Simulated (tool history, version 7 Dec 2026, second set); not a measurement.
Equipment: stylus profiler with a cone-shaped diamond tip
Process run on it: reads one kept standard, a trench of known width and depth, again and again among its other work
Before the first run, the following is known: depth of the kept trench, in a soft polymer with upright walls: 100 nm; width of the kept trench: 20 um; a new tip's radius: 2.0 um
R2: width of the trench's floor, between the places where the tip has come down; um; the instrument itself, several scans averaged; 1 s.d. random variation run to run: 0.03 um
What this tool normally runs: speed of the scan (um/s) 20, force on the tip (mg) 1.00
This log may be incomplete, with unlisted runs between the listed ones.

run 1 hour=0.0 | speed_of_the_scan_(um/s)=20 force_on_the_tip_(mg)=1.00 | depth_of_the_trench_(Å)=1004.6 R2=18.50
run 2 hour=8.9 | speed_of_the_scan_(um/s)=20 force_on_the_tip_(mg)=1.00 | depth_of_the_trench_(Å)=1005.1 R2=18.51
run 3 hour=27.5 | speed_of_the_scan_(um/s)=28 force_on_the_tip_(mg)=1.00 | depth_of_the_trench_(Å)=1004.3 R2=18.38
run 4 hour=43.3 | speed_of_the_scan_(um/s)=28 force_on_the_tip_(mg)=1.00 | depth_of_the_trench_(Å)=1005.0 R2=18.41
run 5 hour=55.5 | speed_of_the_scan_(um/s)=20 force_on_the_tip_(mg)=1.00 | depth_of_the_trench_(Å)=1004.3 R2=18.43
run 6 hour=66.7 | speed_of_the_scan_(um/s)=20 force_on_the_tip_(mg)=1.00 | depth_of_the_trench_(Å)=1004.6 R2=18.48
run 7 hour=81.1 | speed_of_the_scan_(um/s)=20 force_on_the_tip_(mg)=1.00 | depth_of_the_trench_(Å)=1005.3 R2=18.48
run 8 hour=97.8 | speed_of_the_scan_(um/s)=20 force_on_the_tip_(mg)=1.00 | depth_of_the_trench_(Å)=1004.4 R2=18.52
run 9 hour=112.2 | speed_of_the_scan_(um/s)=20 force_on_the_tip_(mg)=1.00 | depth_of_the_trench_(Å)=1003.7 R2=18.46
run 10 hour=126.0 | speed_of_the_scan_(um/s)=20 force_on_the_tip_(mg)=1.00 | depth_of_the_trench_(Å)=1004.6 R2=18.41
run 11 hour=133.7 | speed_of_the_scan_(um/s)=20 force_on_the_tip_(mg)=1.00 | depth_of_the_trench_(Å)=1003.7 R2=18.48
run 12 hour=148.7 | speed_of_the_scan_(um/s)=20 force_on_the_tip_(mg)=1.00 | depth_of_the_trench_(Å)=1004.4 R2=18.48
run 13 hour=166.7 | speed_of_the_scan_(um/s)=20 force_on_the_tip_(mg)=1.00 | depth_of_the_trench_(Å)=1004.5 R2=18.47
run 14 hour=179.1 | speed_of_the_scan_(um/s)=20 force_on_the_tip_(mg)=2.59 | depth_of_the_trench_(Å)=1009.5 R2=18.50
run 15 hour=189.5 | speed_of_the_scan_(um/s)=6 force_on_the_tip_(mg)=1.00 | depth_of_the_trench_(Å)=1004.2 R2=18.56
run 16 hour=207.3 | speed_of_the_scan_(um/s)=6 force_on_the_tip_(mg)=1.00 | depth_of_the_trench_(Å)=1004.6 R2=18.56
run 17 hour=222.8 | speed_of_the_scan_(um/s)=20 force_on_the_tip_(mg)=1.00 | depth_of_the_trench_(Å)=1004.4 R2=18.45
run 18 hour=239.0 | speed_of_the_scan_(um/s)=20 force_on_the_tip_(mg)=0.82 | depth_of_the_trench_(Å)=1004.0 R2=18.44
run 19 hour=248.0 | speed_of_the_scan_(um/s)=20 force_on_the_tip_(mg)=0.82 | depth_of_the_trench_(Å)=1003.2 R2=18.46
run 20 hour=263.4 | speed_of_the_scan_(um/s)=20 force_on_the_tip_(mg)=0.82 | depth_of_the_trench_(Å)=1004.0 R2=18.49
run 21 hour=272.0 | speed_of_the_scan_(um/s)=20 force_on_the_tip_(mg)=1.00 | depth_of_the_trench_(Å)=1004.3 R2=18.41
run 22 hour=287.8 | speed_of_the_scan_(um/s)=20 force_on_the_tip_(mg)=0.59 | depth_of_the_trench_(Å)=1002.3 R2=18.34
run 23 hour=305.1 | speed_of_the_scan_(um/s)=20 force_on_the_tip_(mg)=0.59 | depth_of_the_trench_(Å)=1002.8 R2=18.41
run 24 hour=318.6 | speed_of_the_scan_(um/s)=65 force_on_the_tip_(mg)=1.13 | depth_of_the_trench_(Å)=1004.5 R2=18.12
run 25 hour=330.9 | speed_of_the_scan_(um/s)=28 force_on_the_tip_(mg)=1.13 | depth_of_the_trench_(Å)=1004.8 R2=18.38
run 26 hour=347.2 | speed_of_the_scan_(um/s)=51 force_on_the_tip_(mg)=0.89 | depth_of_the_trench_(Å)=1003.0 R2=18.18
-- hour=349.2 height scale calibrated on a step standard
run 27 hour=357.0 | speed_of_the_scan_(um/s)=15 force_on_the_tip_(mg)=1.89 | depth_of_the_trench_(Å)=1006.9 R2=18.49
run 28 hour=367.5 | speed_of_the_scan_(um/s)=61 force_on_the_tip_(mg)=1.58 | depth_of_the_trench_(Å)=1005.4 R2=18.19
run 29 hour=382.7 | speed_of_the_scan_(um/s)=11 force_on_the_tip_(mg)=1.00 | depth_of_the_trench_(Å)=1002.9 R2=18.52
-- hour=384.7 height scale calibrated on a step standard, once more
run 30 hour=397.8 | speed_of_the_scan_(um/s)=11 force_on_the_tip_(mg)=1.00 | depth_of_the_trench_(Å)=1006.1 R2=18.50
run 31 hour=409.4 | speed_of_the_scan_(um/s)=11 force_on_the_tip_(mg)=1.00 | depth_of_the_trench_(Å)=1006.0 R2=18.57
run 32 hour=423.9 | speed_of_the_scan_(um/s)=11 force_on_the_tip_(mg)=1.00 | depth_of_the_trench_(Å)=1006.2 R2=18.51
run 33 hour=436.9 | speed_of_the_scan_(um/s)=5 force_on_the_tip_(mg)=0.78 | depth_of_the_trench_(Å)=1004.9 R2=18.55
run 34 hour=450.6 | speed_of_the_scan_(um/s)=5 force_on_the_tip_(mg)=0.66 | depth_of_the_trench_(Å)=1004.6 R2=18.51
run 35 hour=466.9 | speed_of_the_scan_(um/s)=38 force_on_the_tip_(mg)=1.21 | depth_of_the_trench_(Å)=1007.0 R2=18.28
run 36 hour=482.8 | speed_of_the_scan_(um/s)=65 force_on_the_tip_(mg)=1.25 | depth_of_the_trench_(Å)=1007.0 R2=18.13
run 37 hour=491.8 | speed_of_the_scan_(um/s)=7 force_on_the_tip_(mg)=2.62 | depth_of_the_trench_(Å)=1011.0 R2=18.47
run 38 hour=507.7 | speed_of_the_scan_(um/s)=16 force_on_the_tip_(mg)=1.85 | depth_of_the_trench_(Å)=1008.9 R2=18.48
run 39 hour=517.1 | speed_of_the_scan_(um/s)=16 force_on_the_tip_(mg)=1.85 | depth_of_the_trench_(Å)=1008.4 R2=18.42
run 40 hour=530.3 | speed_of_the_scan_(um/s)=16 force_on_the_tip_(mg)=1.85 | depth_of_the_trench_(Å)=1008.5 R2=18.50
run 41 hour=543.1 | speed_of_the_scan_(um/s)=16 force_on_the_tip_(mg)=1.85 | depth_of_the_trench_(Å)=1008.4 R2=18.50
run 42 hour=558.0 | speed_of_the_scan_(um/s)=27 force_on_the_tip_(mg)=0.44 | depth_of_the_trench_(Å)=1002.9 R2=18.21
run 43 hour=571.4 | speed_of_the_scan_(um/s)=11 force_on_the_tip_(mg)=0.96 | depth_of_the_trench_(Å)=1005.2 R2=18.48
run 44 hour=586.8 | speed_of_the_scan_(um/s)=11 force_on_the_tip_(mg)=0.96 | depth_of_the_trench_(Å)=1005.7 R2=18.40
run 45 hour=603.7 | speed_of_the_scan_(um/s)=33 force_on_the_tip_(mg)=1.94 | depth_of_the_trench_(Å)=1009.6 R2=18.37
run 46 hour=614.7 | speed_of_the_scan_(um/s)=6 force_on_the_tip_(mg)=0.46 | depth_of_the_trench_(Å)=1002.8 R2=18.49

Alternative continuations, all from the tool just after run 46; predict every row:
run A hour=629.6 | speed_of_the_scan_(um/s)=6 force_on_the_tip_(mg)=1.00 | depth_of_the_trench_(Å)=? R2=?
run B hour=629.6 | speed_of_the_scan_(um/s)=8 force_on_the_tip_(mg)=0.66 | depth_of_the_trench_(Å)=? R2=?
run C hour=629.6 | speed_of_the_scan_(um/s)=20 force_on_the_tip_(mg)=1.46 | depth_of_the_trench_(Å)=? R2=?
run D hour=629.6 | speed_of_the_scan_(um/s)=8 force_on_the_tip_(mg)=0.46 | depth_of_the_trench_(Å)=? R2=?

run=A depth_of_the_trench_(Å)=1005.2 R2=18.49
run=B depth_of_the_trench_(Å)=1004.4 R2=18.43
run=C depth_of_the_trench_(Å)=1006.9 R2=18.39
run=D depth_of_the_trench_(Å)=1003.0 R2=18.41
The same runs, with their run-to-run variation unchanged, on a tool lacking any hidden condition would have given:
run=A depth_of_the_trench_(Å)=1005.5 R2=18.69
run=B depth_of_the_trench_(Å)=1004.7 R2=18.64
run=C depth_of_the_trench_(Å)=1007.2 R2=18.59
run=D depth_of_the_trench_(Å)=1003.3 R2=18.62

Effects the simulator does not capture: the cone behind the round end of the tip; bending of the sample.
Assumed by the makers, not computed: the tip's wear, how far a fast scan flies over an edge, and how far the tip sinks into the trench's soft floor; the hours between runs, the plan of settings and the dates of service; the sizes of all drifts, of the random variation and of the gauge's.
